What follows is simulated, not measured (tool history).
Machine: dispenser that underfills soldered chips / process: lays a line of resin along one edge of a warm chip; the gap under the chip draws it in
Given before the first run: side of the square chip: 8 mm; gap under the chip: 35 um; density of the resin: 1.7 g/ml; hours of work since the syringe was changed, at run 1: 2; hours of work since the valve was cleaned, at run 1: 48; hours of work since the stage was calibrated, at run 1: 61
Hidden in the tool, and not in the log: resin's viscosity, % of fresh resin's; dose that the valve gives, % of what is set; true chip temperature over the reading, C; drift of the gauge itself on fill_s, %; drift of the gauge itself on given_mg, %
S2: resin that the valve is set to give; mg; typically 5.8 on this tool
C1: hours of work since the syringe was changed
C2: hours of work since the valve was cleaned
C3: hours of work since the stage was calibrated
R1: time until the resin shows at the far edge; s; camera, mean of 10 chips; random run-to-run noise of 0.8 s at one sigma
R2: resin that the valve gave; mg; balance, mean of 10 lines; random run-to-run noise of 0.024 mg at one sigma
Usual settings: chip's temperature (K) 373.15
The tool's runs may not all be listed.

Run 1, day 0: usual settings; C1 2; C2 48; C3 61. Result: R1 91.3 s, R2 5.58 mg.
Run 2, day 0.112: usual settings; C1 4; C2 50; C3 63. Result: R1 107.4 s, R2 5.65 mg.
At day 0.308: new syringe of resin.
Run 3, day 0.333: usual settings; C1 0; C2 53; C3 67. Result: R1 78.4 s, R2 5.58 mg.
Run 4, day 0.433: usual settings; C1 2; C2 55; C3 68. Result: R1 87.8 s, R2 5.58 mg.
Run 5, day 0.546: usual settings; C1 4; C2 57; C3 70. Result: R1 105.2 s, R2 5.57 mg.
Run 6, day 0.662: usual settings; C1 6; C2 59; C3 72. Result: R1 124.5 s, R2 5.53 mg.
At day 0.746: new syringe of resin.
Run 7, day 0.817: usual settings but S2 5.74 mg; C1 1; C2 62; C3 75. Result: R1 82.3 s, R2 5.49 mg.
Run 8, day 1.004: usual settings but S2 5.74 mg; C1 5; C2 65; C3 78. Result: R1 108.5 s, R2 5.46 mg.
Run 9, day 1.117: usual settings but S2 5.74 mg; C1 7; C2 67; C3 81. Result: R1 129.4 s, R2 5.47 mg.
At day 1.183: new syringe of resin.
Run 10, day 1.242: usual settings but S2 5.74 mg; C1 1; C2 69; C3 83. Result: R1 81.4 s, R2 5.45 mg.
Run 11, day 1.412: usual settings; C1 4; C2 72; C3 86. Result: R1 103.3 s, R2 5.56 mg.
Run 12, day 1.575: usual settings; C1 7; C2 75; C3 89. Result: R1 132.5 s, R2 5.43 mg.
At day 1.621: new syringe of resin.
Run 13, day 1.746: usual settings; C1 2; C2 78; C3 91. Result: R1 88.1 s, R2 5.55 mg.
Run 14, day 1.921: usual settings; C1 5; C2 81; C3 95. Result: R1 113.5 s, R2 5.45 mg.
At day 2.054: new syringe of resin.
Run 15, day 2.146: usual settings; C1 2; C2 85; C3 98. Result: R1 86.2 s, R2 5.45 mg.
Run 16, day 2.358: usual settings; C1 5; C2 89; C3 102. Result: R1 115.5 s, R2 5.43 mg.
At day 2.488: new syringe of resin.
Run 17, day 2.488: usual settings; C1 0; C2 91; C3 104. Result: R1 74.4 s, R2 5.43 mg.
Run 18, day 2.65: usual settings but chip's temperature (K) 362.15, S2 7.34 mg; C1 3; C2 94; C3 107. Result: R1 138.2 s, R2 6.87 mg.
Run 19, day 2.812: usual settings but chip's temperature (K) 362.15, S2 7.34 mg; C1 6; C2 97; C3 110. Result: R1 172.8 s, R2 6.87 mg.
At day 2.929: new syringe of resin.
Run 20, day 2.962: usual settings but chip's temperature (K) 362.15, S2 7.34 mg; C1 1; C2 100; C3 113. Result: R1 115.2 s, R2 6.83 mg.
Run 21, day 3.171: usual settings but S2 5.4 mg; C1 4; C2 103; C3 117. Result: R1 107.6 s, R2 5.04 mg.
Run 22, day 3.3: usual settings but S2 4.98 mg; C1 7; C2 106; C3 119. Result: R1 134.2 s, R2 4.67 mg.
At day 3.371: new syringe of resin.
Run 23, day 3.471: usual settings but chip's temperature (K) 368.15, S2 6.63 mg; C1 2; C2 109; C3 122. Result: R1 101.9 s, R2 6.14 mg.
Run 24, day 3.662: usual settings but chip's temperature (K) 364.15; C1 5; C2 112; C3 125. Result: R1 160.2 s, R2 5.3 mg.

Estimate the outcome of run 25 from the log above:
At day 3.808: new syringe of resin.
Run 25, day 3.829: usual settings but S2 5.86 mg; C1 0; C2 115; C3 128. Result: R1 ?, R2 ?.

R1: 74.7 s
R2: 5.43 mg
With the hidden condition absent and the run-to-run variation left alone, this run would have shown R1 72.9 s, R2 5.88 mg.

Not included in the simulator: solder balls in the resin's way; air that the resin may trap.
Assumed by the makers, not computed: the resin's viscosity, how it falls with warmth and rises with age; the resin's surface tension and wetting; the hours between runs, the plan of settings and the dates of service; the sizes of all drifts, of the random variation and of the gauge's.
